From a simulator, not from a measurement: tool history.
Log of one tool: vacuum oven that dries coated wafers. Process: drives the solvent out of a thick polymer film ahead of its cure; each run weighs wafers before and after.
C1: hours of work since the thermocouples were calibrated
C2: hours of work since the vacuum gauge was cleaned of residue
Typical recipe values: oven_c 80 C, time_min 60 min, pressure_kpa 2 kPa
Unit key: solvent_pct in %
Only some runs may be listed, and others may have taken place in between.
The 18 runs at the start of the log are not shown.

run 19 hour=937.8 | oven_c=91 time_min=36 pressure_kpa=1.62 | C1=929 C2=1912 | solvent_pct=4.87
run 20 hour=1006.4 | oven_c=91 time_min=36 pressure_kpa=1.62 | C1=981 C2=1964 | solvent_pct=4.9
run 21 hour=1070.5 | oven_c=78 time_min=57 pressure_kpa=1.14 | C1=1029 C2=2012 | solvent_pct=7.18
run 22 hour=1134.4 | oven_c=80 time_min=60 pressure_kpa=2.89 | C1=1077 C2=2060 | solvent_pct=6.46
run 23 hour=1211.7 | oven_c=80 time_min=60 pressure_kpa=2.89 | C1=1135 C2=2118 | solvent_pct=6.53
run 24 hour=1280.4 | oven_c=80 time_min=77 pressure_kpa=1.59 | C1=1186 C2=2169 | solvent_pct=4.46
run 25 hour=1344.7 | oven_c=75 time_min=65 pressure_kpa=2 | C1=1234 C2=2217 | solvent_pct=7.96
-- hour=1353.1 vacuum gauge cleaned of residue and calibrated
run 26 hour=1415.1 | oven_c=86 time_min=65 pressure_kpa=1.06 | C1=1286 C2=46 | solvent_pct=3.36
run 27 hour=1492 | oven_c=86 time_min=65 pressure_kpa=1.06 | C1=1344 C2=104 | solvent_pct=3.46
run 28 hour=1536.2 | oven_c=78 time_min=55 pressure_kpa=1.26 | C1=1377 C2=137 | solvent_pct=7.73
-- hour=1559.7 oven's thermocouples calibrated
run 29 hour=1615.6 | oven_c=91 time_min=55 pressure_kpa=3.87 | C1=42 C2=195 | solvent_pct=2.49
run 30 hour=1652.2 | oven_c=75 time_min=30 pressure_kpa=2.07 | C1=69 C2=223 | solvent_pct=11.69
run 31 hour=1728.4 | oven_c=75 time_min=30 pressure_kpa=2.07 | C1=126 C2=280 | solvent_pct=11.87
run 32 hour=1760.9 | oven_c=73 time_min=60 pressure_kpa=2 | C1=151 C2=304 | solvent_pct=8.38

Forecast run 33:
-- hour=1799.4 vacuum gauge cleaned of residue and calibrated, once more
run 33 hour=1802.7 | oven_c=73 time_min=49 pressure_kpa=2 | C1=181 C2=2 | solvent_pct=?

solvent_pct: 9.26 %
The same run, on a tool lacking any hidden state, would have yielded solvent_pct 9.06 %.
